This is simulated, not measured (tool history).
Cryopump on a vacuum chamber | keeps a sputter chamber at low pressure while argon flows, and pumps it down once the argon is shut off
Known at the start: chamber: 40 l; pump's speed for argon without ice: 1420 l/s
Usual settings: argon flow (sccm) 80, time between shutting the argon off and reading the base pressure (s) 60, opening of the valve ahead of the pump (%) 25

| run | hour | argon flow (sccm) | time between shutting the argon off and reading the base pressure (s) | opening of the valve ahead of the pump (%) | pressure while argon flows (Pa) | pressure after the wait (uPa) |
|---|---|---|---|---|---|---|
| 1 | 0 | 80 | 60 | 25 | 0.4074 | 3.49 |
| 2 | 29.4 | 80 | 60 | 25 | 0.4079 | 3.52 |
| 3 | 47 | 80 | 60 | 25 | 0.4047 | 3.47 |
| 4 | 74.7 | 80 | 60 | 25 | 0.4092 | 3.47 |
| 5 | 101.4 | 80 | 125 | 25 | 0.4102 | 2.58 |
| 6 | 128.3 | 80 | 125 | 25 | 0.4089 | 2.55 |
| 7 | 149.9 | 80 | 125 | 25 | 0.4125 | 2.64 |
| 8 | 173 | 80 | 125 | 25 | 0.4111 | 2.61 |
| 9 | 190.2 | 80 | 88 | 25 | 0.4113 | 3.05 |
| 10 | 223.7 | 55 | 60 | 25 | 0.284 | 3.62 |
| 11 | 258.3 | 55 | 60 | 25 | 0.2842 | 3.5 |
| 12 | 285.3 | 55 | 60 | 25 | 0.2827 | 3.74 |
| 13 | 315.4 | 80 | 60 | 30 | 0.3525 | 3.71 |
| 14 | 335.7 | 44 | 46 | 33 | 0.1777 | 4.14 |
| 15 | 373 | 125 | 60 | 20 | 0.8017 | 3.7 |
| 16 | 403.4 | 67 | 51 | 41 | 0.2277 | 4 |
| 17 | 425 | 67 | 51 | 41 | 0.2278 | 4 |

Forecast run 18:
| 18 | 454.5 | 43 | 26 | 27 | ? | ? |

pressure while argon flows (Pa): 0.2123
pressure after the wait (uPa): 6.04
Without the tool's hidden state the same run would have given pressure while argon flows (Pa) 0.1907, pressure after the wait (uPa) 4.18.

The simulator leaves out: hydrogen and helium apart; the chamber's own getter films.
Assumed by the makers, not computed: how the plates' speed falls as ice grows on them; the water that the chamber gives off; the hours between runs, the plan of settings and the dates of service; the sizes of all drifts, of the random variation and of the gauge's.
